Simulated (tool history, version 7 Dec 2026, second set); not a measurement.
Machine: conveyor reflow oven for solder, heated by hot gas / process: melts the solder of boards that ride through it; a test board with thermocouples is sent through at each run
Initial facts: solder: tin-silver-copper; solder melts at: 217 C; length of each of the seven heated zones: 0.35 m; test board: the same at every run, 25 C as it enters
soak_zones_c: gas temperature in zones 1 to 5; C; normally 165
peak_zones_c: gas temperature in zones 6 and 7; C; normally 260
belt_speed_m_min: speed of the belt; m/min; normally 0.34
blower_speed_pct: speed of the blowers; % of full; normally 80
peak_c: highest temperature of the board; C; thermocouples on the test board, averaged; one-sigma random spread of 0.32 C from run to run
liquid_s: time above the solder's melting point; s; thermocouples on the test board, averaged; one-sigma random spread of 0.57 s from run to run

Run 1, hour 0: usual settings. Result: peak_c 251.2 C, liquid_s 91.3 s.
Run 2, hour 6.9: usual settings. Result: peak_c 251.1 C, liquid_s 90.3 s.
Run 3, hour 13.5: usual settings. Result: peak_c 251.2 C, liquid_s 90 s.
Run 4, hour 26.9: usual settings but blower_speed_pct 67 % of full. Result: peak_c 248.8 C, liquid_s 86.9 s.
Run 5, hour 35.3: usual settings but blower_speed_pct 67 % of full. Result: peak_c 248.7 C, liquid_s 87.1 s.
Run 6, hour 48.2: usual settings but peak_zones_c 268 C. Result: peak_c 258.6 C, liquid_s 98.5 s.
Run 7, hour 60.2: usual settings but peak_zones_c 268 C. Result: peak_c 259.2 C, liquid_s 97.9 s.
Run 8, hour 70.6: usual settings but belt_speed_m_min 0.348 m/min. Result: peak_c 250.4 C, liquid_s 87.3 s.
Run 9, hour 78.8: usual settings but belt_speed_m_min 0.348 m/min. Result: peak_c 251 C, liquid_s 88.4 s.
Run 10, hour 87.6: usual settings but belt_speed_m_min 0.348 m/min. Result: peak_c 250.9 C, liquid_s 87.2 s.
Run 11, hour 101.2: usual settings but belt_speed_m_min 0.348 m/min. Result: peak_c 250.6 C, liquid_s 87.5 s.
Run 12, hour 108.4: usual settings but belt_speed_m_min 0.348 m/min. Result: peak_c 250.6 C, liquid_s 87.7 s.
Run 13, hour 121.3: usual settings but belt_speed_m_min 0.348 m/min. Result: peak_c 250.9 C, liquid_s 87.4 s.
Run 14, hour 133.1: usual settings but belt_speed_m_min 0.348 m/min. Result: peak_c 250.8 C, liquid_s 88 s.
Run 15, hour 143.9: usual settings but belt_speed_m_min 0.348 m/min. Result: peak_c 250.2 C, liquid_s 88 s.
Run 16, hour 158.4: usual settings but soak_zones_c 151 C, belt_speed_m_min 0.348 m/min, blower_speed_pct 75 % of full. Result: peak_c 247.6 C, liquid_s 78.9 s.
Run 17, hour 165.6: usual settings but soak_zones_c 176 C, peak_zones_c 265 C, belt_speed_m_min 0.312 m/min, blower_speed_pct 69 % of full. Result: peak_c 257.2 C, liquid_s 112.5 s.
Run 18, hour 178.5: usual settings but soak_zones_c 176 C, peak_zones_c 265 C, belt_speed_m_min 0.312 m/min, blower_speed_pct 69 % of full. Result: peak_c 257.1 C, liquid_s 111.3 s.
Run 19, hour 191.8: usual settings but peak_zones_c 249 C, belt_speed_m_min 0.272 m/min, blower_speed_pct 55 % of full. Result: peak_c 241.6 C, liquid_s 100.8 s.
Run 20, hour 199.7: usual settings but peak_zones_c 257 C, belt_speed_m_min 0.272 m/min, blower_speed_pct 83 % of full. Result: peak_c 252.7 C, liquid_s 121 s.
Run 21, hour 213.6: usual settings but peak_zones_c 257 C, belt_speed_m_min 0.272 m/min, blower_speed_pct 83 % of full. Result: peak_c 253.4 C, liquid_s 121.8 s.
Run 22, hour 227.4: usual settings but peak_zones_c 257 C, belt_speed_m_min 0.272 m/min, blower_speed_pct 83 % of full. Result: peak_c 253 C, liquid_s 120.5 s.
Run 23, hour 235: usual settings but peak_zones_c 264 C, belt_speed_m_min 0.376 m/min, blower_speed_pct 51 % of full. Result: peak_c 246.5 C, liquid_s 72.1 s.
Run 24, hour 244.5: usual settings but soak_zones_c 151 C. Result: peak_c 249.2 C, liquid_s 83 s.
Run 25, hour 254: usual settings but soak_zones_c 151 C. Result: peak_c 249.5 C, liquid_s 83.3 s.
Run 26, hour 267.5: usual settings but soak_zones_c 151 C, peak_zones_c 265 C, belt_speed_m_min 0.286 m/min. Result: peak_c 258.1 C, liquid_s 112.9 s.
Run 27, hour 280.4: usual settings but soak_zones_c 151 C, peak_zones_c 265 C, belt_speed_m_min 0.286 m/min. Result: peak_c 258.6 C, liquid_s 113.2 s.
Run 28, hour 287.7: usual settings but soak_zones_c 151 C, peak_zones_c 265 C, belt_speed_m_min 0.286 m/min. Result: peak_c 258.2 C, liquid_s 112.7 s.
Run 29, hour 294.4: usual settings but soak_zones_c 154 C, belt_speed_m_min 0.409 m/min, blower_speed_pct 57 % of full. Result: peak_c 239.7 C, liquid_s 51.8 s.
Run 30, hour 307.5: usual settings but soak_zones_c 172 C, belt_speed_m_min 0.282 m/min. Result: peak_c 254.8 C, liquid_s 121 s.

Withheld: 1 entry from between the runs. Position of each, and hidden state at the listed run before versus the listed run after:
From run 10 to run 11: flux residue cleaned out of gas plates and filters (hour 100.8)
  heat that the gas passes to the board, % of a clean oven's: 99.4 -> 100
